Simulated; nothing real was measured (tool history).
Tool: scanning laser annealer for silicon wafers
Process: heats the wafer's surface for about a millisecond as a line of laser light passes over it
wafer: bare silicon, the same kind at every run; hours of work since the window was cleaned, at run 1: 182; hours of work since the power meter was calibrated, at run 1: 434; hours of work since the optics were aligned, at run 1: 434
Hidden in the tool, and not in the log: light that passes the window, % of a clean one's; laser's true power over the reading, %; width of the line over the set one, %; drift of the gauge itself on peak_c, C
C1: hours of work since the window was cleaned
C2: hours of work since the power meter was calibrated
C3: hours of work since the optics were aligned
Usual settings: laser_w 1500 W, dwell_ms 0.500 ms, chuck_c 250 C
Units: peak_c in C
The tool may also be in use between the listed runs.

run 1 hour=0.0 | laser_w=1500 dwell_ms=0.500 chuck_c=250 | C1=182 C2=434 C3=434 | peak_c=1058
run 2 hour=64.3 | laser_w=1500 dwell_ms=0.500 chuck_c=250 | C1=223 C2=476 C3=476 | peak_c=1052
run 3 hour=118.2 | laser_w=1500 dwell_ms=0.480 chuck_c=250 | C1=258 C2=511 C3=511 | peak_c=1035
run 4 hour=191.7 | laser_w=1500 dwell_ms=0.480 chuck_c=250 | C1=306 C2=558 C3=558 | peak_c=1030
run 5 hour=257.7 | laser_w=1500 dwell_ms=0.480 chuck_c=250 | C1=348 C2=601 C3=601 | peak_c=1029
run 6 hour=318.3 | laser_w=1500 dwell_ms=0.480 chuck_c=250 | C1=387 C2=640 C3=640 | peak_c=1027
run 7 hour=387.2 | laser_w=1500 dwell_ms=0.480 chuck_c=250 | C1=432 C2=685 C3=685 | peak_c=1020
run 8 hour=456.3 | laser_w=1500 dwell_ms=0.480 chuck_c=250 | C1=477 C2=729 C3=729 | peak_c=1016
run 9 hour=508.3 | laser_w=1500 dwell_ms=0.480 chuck_c=250 | C1=510 C2=763 C3=763 | peak_c=1019
run 10 hour=581.4 | laser_w=1500 dwell_ms=0.375 chuck_c=250 | C1=558 C2=810 C3=810 | peak_c=911
-- hour=620.4 window over the wafer cleaned
run 11 hour=667.0 | laser_w=1500 dwell_ms=0.373 chuck_c=250 | C1=30 C2=864 C3=864 | peak_c=936
run 12 hour=719.8 | laser_w=1500 dwell_ms=0.373 chuck_c=250 | C1=64 C2=898 C3=898 | peak_c=933
run 13 hour=754.9 | laser_w=1500 dwell_ms=0.500 chuck_c=250 | C1=87 C2=921 C3=921 | peak_c=1056
run 14 hour=818.0 | laser_w=1500 dwell_ms=0.500 chuck_c=250 | C1=128 C2=962 C3=962 | peak_c=1053
run 15 hour=881.2 | laser_w=1500 dwell_ms=0.500 chuck_c=250 | C1=169 C2=1003 C3=1003 | peak_c=1052
run 16 hour=938.3 | laser_w=1463 dwell_ms=0.500 chuck_c=250 | C1=206 C2=1040 C3=1040 | peak_c=1021
run 17 hour=986.4 | laser_w=1446 dwell_ms=0.500 chuck_c=250 | C1=237 C2=1071 C3=1071 | peak_c=1008
run 18 hour=1041.6 | laser_w=1446 dwell_ms=0.500 chuck_c=286 | C1=272 C2=1107 C3=1107 | peak_c=1043
run 19 hour=1102.7 | laser_w=1446 dwell_ms=0.500 chuck_c=222 | C1=312 C2=1146 C3=1146 | peak_c=980
run 20 hour=1168.2 | laser_w=1296 dwell_ms=0.605 chuck_c=250 | C1=354 C2=1188 C3=1188 | peak_c=977
-- hour=1251.3 optics aligned, line set to its width
run 21 hour=1251.3 | laser_w=1509 dwell_ms=0.477 chuck_c=251 | C1=405 C2=1239 C3=0 | peak_c=1046
run 22 hour=1331.7 | laser_w=1509 dwell_ms=0.477 chuck_c=251 | C1=457 C2=1291 C3=52 | peak_c=1042
run 23 hour=1415.6 | laser_w=1509 dwell_ms=0.477 chuck_c=251 | C1=511 C2=1345 C3=106 | peak_c=1038
run 24 hour=1461.8 | laser_w=1381 dwell_ms=0.369 chuck_c=250 | C1=541 C2=1375 C3=136 | peak_c=851
run 25 hour=1501.5 | laser_w=1542 dwell_ms=0.549 chuck_c=250 | C1=567 C2=1401 C3=162 | peak_c=1124
-- hour=1527.6 window over the wafer cleaned
run 26 hour=1569.3 | laser_w=1297 dwell_ms=0.477 chuck_c=250 | C1=27 C2=1443 C3=204 | peak_c=915
run 27 hour=1623.9 | laser_w=1297 dwell_ms=0.586 chuck_c=278 | C1=62 C2=1479 C3=240 | peak_c=1027
run 28 hour=1686.5 | laser_w=1522 dwell_ms=0.500 chuck_c=243 | C1=103 C2=1519 C3=280 | peak_c=1080
run 29 hour=1772.1 | laser_w=1277 dwell_ms=0.500 chuck_c=243 | C1=158 C2=1574 C3=335 | peak_c=907
run 30 hour=1826.0 | laser_w=1277 dwell_ms=0.500 chuck_c=243 | C1=193 C2=1609 C3=370 | peak_c=904
run 31 hour=1900.8 | laser_w=1277 dwell_ms=0.500 chuck_c=243 | C1=241 C2=1658 C3=419 | peak_c=900
run 32 hour=1956.7 | laser_w=1598 dwell_ms=0.500 chuck_c=283 | C1=277 C2=1694 C3=455 | peak_c=1164
run 33 hour=2027.0 | laser_w=1581 dwell_ms=0.364 chuck_c=225 | C1=323 C2=1739 C3=500 | peak_c=945
run 34 hour=2106.4 | laser_w=1500 dwell_ms=0.416 chuck_c=213 | C1=374 C2=1791 C3=552 | peak_c=934
run 35 hour=2157.2 | laser_w=1486 dwell_ms=0.425 chuck_c=282 | C1=407 C2=1823 C3=584 | peak_c=1000
run 36 hour=2220.4 | laser_w=1485 dwell_ms=0.500 chuck_c=233 | C1=448 C2=1864 C3=625 | peak_c=1021
run 37 hour=2293.9 | laser_w=1485 dwell_ms=0.500 chuck_c=233 | C1=496 C2=1912 C3=673 | peak_c=1019
run 38 hour=2335.5 | laser_w=1456 dwell_ms=0.500 chuck_c=250 | C1=522 C2=1939 C3=700 | peak_c=1010

Forecast each of these 3 alternatives for the next run:
run A hour=2407.3 | laser_w=1500 dwell_ms=0.400 chuck_c=250 | C1=569 C2=1985 C3=746 | peak_c=?
run B hour=2407.3 | laser_w=1507 dwell_ms=0.585 chuck_c=227 | C1=569 C2=1985 C3=746 | peak_c=?
run C hour=2407.3 | laser_w=1372 dwell_ms=0.374 chuck_c=250 | C1=569 C2=1985 C3=746 | peak_c=?

run=A peak_c=943
run=B peak_c=1096
run=C peak_c=844
Without the tool's hidden state the same runs would have given:
run=A peak_c=977
run=B peak_c=1139
run=C peak_c=873
